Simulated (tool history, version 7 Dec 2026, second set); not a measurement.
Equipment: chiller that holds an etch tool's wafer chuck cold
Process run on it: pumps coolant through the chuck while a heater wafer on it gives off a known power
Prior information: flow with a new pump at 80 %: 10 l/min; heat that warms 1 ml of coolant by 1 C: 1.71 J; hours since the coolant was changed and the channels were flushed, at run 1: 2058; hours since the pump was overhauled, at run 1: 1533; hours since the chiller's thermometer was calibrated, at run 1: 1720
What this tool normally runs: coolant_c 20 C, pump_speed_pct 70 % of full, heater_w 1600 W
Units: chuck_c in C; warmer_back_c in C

run	day	coolant_c	pump_speed_pct	heater_w	hours since the coolant was changed and the channels were flushed	hours since the pump was overhauled	hours since the chiller's thermometer was calibrated	chuck_c	warmer_back_c
1	0.000	20	70	1600	2058	1533	1720	37.3	6.87
2	3.612	20	70	1600	2145	1620	1806	37.4	6.85
3	8.358	20	70	1600	2259	1734	1920	37.4	6.90
4	12.017	20	70	1600	2347	1821	2008	37.9	6.84
5	17.650	20	66	1600	2482	1957	2143	38.6	7.34
6	21.471	24	66	1600	2574	2048	2235	43.0	7.37
7	26.704	20	70	1600	2699	2174	2361	38.1	7.01
8	30.871	30	70	1600	2799	2274	2461	48.5	6.98
9	34.208	30	70	1862	2879	2354	2541	51.5	8.18
10	37.888	30	70	1862	2968	2442	2629	51.9	8.23
11	41.975	20	70	1167	3066	2541	2727	33.5	5.12
12	45.954	20	70	1167	3161	2636	2823	33.7	5.20
13	49.688	14	96	1830	3251	2726	2912	31.2	6.04
14	53.283	14	96	1830	3337	2812	2998	31.4	6.07
15	56.904	20	64	1859	3424	2899	3085	44.1	9.18
16	61.750	20	70	1248	3540	3015	3202	35.2	5.62
17	64.796	20	70	1248	3613	3088	3275	35.4	5.64
18	69.100	10	74	1796	3717	3192	3378	31.6	7.71
19	72.192	13	76	877	3791	3266	3452	23.1	3.71
20	75.821	21	82	1600	3878	3353	3539	39.2	6.36
21	78.825	14	98	1600	3950	3425	3611	29.9	5.36

How would selected steps in chuck_c from run to run divide? Give the signed amount a tool lacking its hidden state would still show from settings, what came in and random variation, and the signed amount left for the hidden state, including any gauge scatter that is not in both of the compared results.
Hidden state present: heat passed by the chuck's channels, % of clean ones'; flow at a given pump speed, % of a new pump's; coolant's true temperature over the reading, C; drift of the gauge itself on chuck_c, C; drift of the gauge itself on warmer_back_c, C.
Run 10 -> 11: coolant_c 30 -> 20, heater_w 1862 -> 1167. chuck_c -18.4 C: hidden state -1.7, all else -16.7.
Run 18 -> 19: coolant_c 10 -> 13, pump_speed_pct 74 -> 76, heater_w 1796 -> 877. chuck_c -8.5 C: hidden state -3.1, all else -5.4.
Run 19 -> 20: coolant_c 13 -> 21, pump_speed_pct 76 -> 82, heater_w 877 -> 1600. chuck_c +16.1 C: hidden state +2.4, all else +13.7.

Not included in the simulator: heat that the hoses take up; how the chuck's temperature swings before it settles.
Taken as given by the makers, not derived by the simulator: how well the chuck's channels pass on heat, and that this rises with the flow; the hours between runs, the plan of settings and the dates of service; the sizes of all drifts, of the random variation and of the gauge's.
